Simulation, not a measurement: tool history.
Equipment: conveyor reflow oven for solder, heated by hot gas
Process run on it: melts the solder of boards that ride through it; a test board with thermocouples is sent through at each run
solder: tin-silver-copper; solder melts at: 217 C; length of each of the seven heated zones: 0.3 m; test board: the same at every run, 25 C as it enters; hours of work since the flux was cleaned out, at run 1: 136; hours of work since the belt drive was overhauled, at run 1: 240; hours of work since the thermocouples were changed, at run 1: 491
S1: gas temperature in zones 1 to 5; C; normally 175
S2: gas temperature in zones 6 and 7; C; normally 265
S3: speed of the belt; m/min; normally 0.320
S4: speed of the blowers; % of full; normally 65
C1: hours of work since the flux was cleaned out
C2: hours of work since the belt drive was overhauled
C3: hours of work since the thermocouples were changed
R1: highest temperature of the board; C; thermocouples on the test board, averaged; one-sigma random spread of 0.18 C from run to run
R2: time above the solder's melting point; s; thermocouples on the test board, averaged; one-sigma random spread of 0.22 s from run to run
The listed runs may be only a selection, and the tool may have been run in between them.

run	hour	S1	S2	S3	S4	C1	C2	C3	R1	R2
1	0.0	175	265	0.320	65	136	240	491	252.7	87.0
2	15.0	175	265	0.320	65	144	248	499	252.8	86.3
3	25.4	175	265	0.320	65	150	253	504	252.4	86.4
4	36.2	175	265	0.320	65	155	259	510	252.8	86.7
5	48.0	175	265	0.320	65	161	265	516	252.8	86.5
6	65.2	175	265	0.320	65	170	274	525	252.9	86.6
7	77.1	175	265	0.320	65	176	280	531	252.9	86.7
# hour 82.5: thermocouples of zones 6 and 7 changed
8	86.2	175	265	0.320	65	180	284	2	252.7	86.9
9	98.2	175	265	0.320	65	186	290	8	252.7	86.9
10	107.7	175	265	0.320	65	191	295	13	252.7	86.8
11	116.3	175	265	0.320	65	196	299	17	253.0	86.4
12	129.3	175	265	0.320	65	202	306	24	253.0	86.5
13	141.6	175	265	0.320	65	209	312	31	252.6	86.5
14	151.8	175	265	0.320	65	214	317	36	252.7	87.0
15	168.9	175	265	0.290	65	223	326	45	255.0	99.4
16	181.1	175	265	0.320	65	229	333	51	252.4	86.9
17	195.2	175	265	0.352	53	236	340	58	246.3	69.7
18	211.5	175	256	0.320	66	245	348	67	244.9	78.4
19	220.9	175	256	0.320	66	250	353	72	244.8	78.8
20	231.7	179	254	0.320	65	255	359	77	243.5	78.8
21	239.9	179	254	0.320	65	259	363	81	243.5	78.8

For run 22, what comes out?
22	256.2	180	280	0.320	65	268	371	90	?	?

R1: 267.0 C
R2: 100.1 s
Take away the tool's hidden state, keep the run-to-run variation as it was, and the same run would have given R1 267.1 C, R2 100.1 s.
